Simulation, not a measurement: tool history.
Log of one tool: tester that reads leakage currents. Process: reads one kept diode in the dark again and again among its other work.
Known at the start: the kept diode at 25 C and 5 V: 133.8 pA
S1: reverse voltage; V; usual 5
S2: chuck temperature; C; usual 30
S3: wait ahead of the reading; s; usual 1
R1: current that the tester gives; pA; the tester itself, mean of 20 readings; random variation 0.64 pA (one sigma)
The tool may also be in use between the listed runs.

run,hour,S1,S2,S3,R1
1,0,5,30,1,213.01
2,108.3,5,30,1,214.12
# hour 147.4: chuck's temperature calibrated
3,296.1,5,30,1,212.64
4,461.8,5,25,1,134.9
5,577.9,5,25,1,134.66
6,664.4,5,25,1,134.58
7,778.9,5,25,2.56,133.96
8,970.9,5,25,2.56,134.31
9,1160.8,5,30,1,213.05
10,1320.6,5,30,1,213
11,1501.4,5,43,1,668.6
12,1634.5,5,43,1,660.81
13,1818.9,5,43,1,660.58
# hour 1889.4: chuck's temperature calibrated
14,1991.9,9.04,43,1,858.85
15,2144,9.04,43,1,853.83
16,2229.5,9.04,43,1,854.21
17,2370.1,5,30,1,213.26
18,2521.3,5,30,1,213.23
19,2708.6,5,30,1,212.87
# hour 2765.7: probe card cleaned and baked
20,2900.9,5,30,1,213.12
21,3005.9,5,30,1,213.44
22,3198.9,5,26,0.54,147.93
23,3283.2,2.96,59,0.34,1901.86
24,3390.9,3.57,59,1.01,2055.9
25,3535.9,5,30,0.33,214.9
# hour 3638.5: chuck's temperature calibrated
26,3679.7,4,23,4.37,100.73
27,3809.1,4,23,3.08,101.38
28,3941.5,4,33,8.29,253.25
29,4106.2,4,33,8.29,252.38
30,4242.7,8.04,27,8.29,197.37
31,4393.9,3.6,22,1.23,88.27
32,4578.6,9.28,32,2.94,330.62
33,4739,5,35,0.53,335.79
34,4823.7,5,35,0.53,334.96
35,4929,1.49,40,1.37,308.07
36,5046.9,16.09,34,1.04,500.94
37,5150.2,7.32,30,1.28,249.34
38,5320.5,1.7,25,0.84,84.67
# hour 5382.8: chuck's temperature calibrated
39,5472.7,5,30,2.52,212.81

The same runs without the tool's hidden state, with the same run-to-run variation:
The hidden state here: stray current of the dirty probe card, pA a volt; current scale over the true one, %; true chuck temperature over the reading, C; drift of the gauge itself on leakage_pa, %.
run,R1
1,213.22
2,214.35
3,212.63
4,134.9
5,134.68
6,134.6
7,134
8,134.37
9,213.17
10,213.13
11,669.1
12,661.35
13,661.19
14,858.77
15,853.82
16,854.25
17,213.29
18,213.27
19,212.94
20,213.24
21,213.57
22,148.05
23,1903.08
24,2057.34
25,215.1
26,100.71
27,101.37
28,253.24
29,252.41
30,197.4
31,88.3
32,330.75
33,335.95
34,335.14
35,308.25
36,501.27
37,249.53
38,84.75
39,212.78
